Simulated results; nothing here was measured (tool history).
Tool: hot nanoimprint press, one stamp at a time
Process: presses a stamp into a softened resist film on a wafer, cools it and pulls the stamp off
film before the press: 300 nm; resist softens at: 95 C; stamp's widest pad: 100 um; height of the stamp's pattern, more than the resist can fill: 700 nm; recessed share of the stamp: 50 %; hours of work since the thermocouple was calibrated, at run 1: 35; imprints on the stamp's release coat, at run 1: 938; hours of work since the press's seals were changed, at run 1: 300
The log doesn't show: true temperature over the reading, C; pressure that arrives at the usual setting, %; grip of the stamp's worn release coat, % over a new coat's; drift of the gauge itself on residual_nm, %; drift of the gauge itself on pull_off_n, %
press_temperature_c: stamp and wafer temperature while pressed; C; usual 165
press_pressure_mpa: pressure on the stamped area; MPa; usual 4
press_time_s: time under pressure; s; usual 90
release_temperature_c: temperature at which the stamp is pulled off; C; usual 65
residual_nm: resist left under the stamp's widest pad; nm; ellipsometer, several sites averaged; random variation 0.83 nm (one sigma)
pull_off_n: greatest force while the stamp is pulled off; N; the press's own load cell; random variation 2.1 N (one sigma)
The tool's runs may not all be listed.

run,hour,press_temperature_c,press_pressure_mpa,press_time_s,release_temperature_c,hours of work since the thermocouple was calibrated,imprints on the stamp's release coat,hours of work since the press's seals were changed,residual_nm,pull_off_n
1,0,165,4,90,65,35,938,300,127.7,134
2,8.6,165,4,151,65,40,977,305,104.4,140
3,22.4,165,4,151,65,48,1039,312,103.8,136
4,32,165,4,90,72,53,1082,318,128.4,113
5,39.7,165,4,90,72,58,1116,322,127.1,111
6,45.5,165,4,90,65,61,1142,326,127,147
7,52.1,165,4,90,72,65,1171,329,129.4,118
8,62.8,165,4,90,72,71,1219,335,128.6,118
9,73.4,165,4,90,72,77,1267,341,129.1,120
10,80.8,165,4,90,72,81,1300,346,128.8,122
11,88.8,165,4,90,70,85,1336,350,127.9,131
12,97.3,165,5.04,90,65,90,1374,355,114.3,160
13,105.1,165,4,90,65,95,1409,359,128.4,153
14,116.6,165,4,66,65,101,1460,366,144.5,165
15,126.2,165,4,66,65,107,1503,371,144.3,164
16,132.1,165,4,110,65,110,1529,375,119.7,172
17,139.8,165,4.08,110,59,114,1564,379,118.6,196
18,145.8,165,4.08,110,59,118,1591,383,119.5,202
19,157.6,165,3.98,134,60,125,1644,389,109.5,195
20,168.4,165,3.98,134,70,131,1692,395,112.2,149
21,179.6,176,3.82,134,70,137,1742,402,82.6,152
22,193,176,3.82,134,70,145,1802,409,83.3,155
23,202.6,176,3.82,134,70,150,1845,415,81.8,158
24,209.3,176,2.94,120,70,154,1875,419,98.3,154

Run 25 comes next. What will it give?
25,219.9,165,4.11,90,65,160,1922,425,?,?

{"run 25": {"residual_nm": 129.7, "pull_off_n": 186}}
Without the tool's hidden state the same run would have given residual_nm 125.3 nm, pull_off_n 93 N.
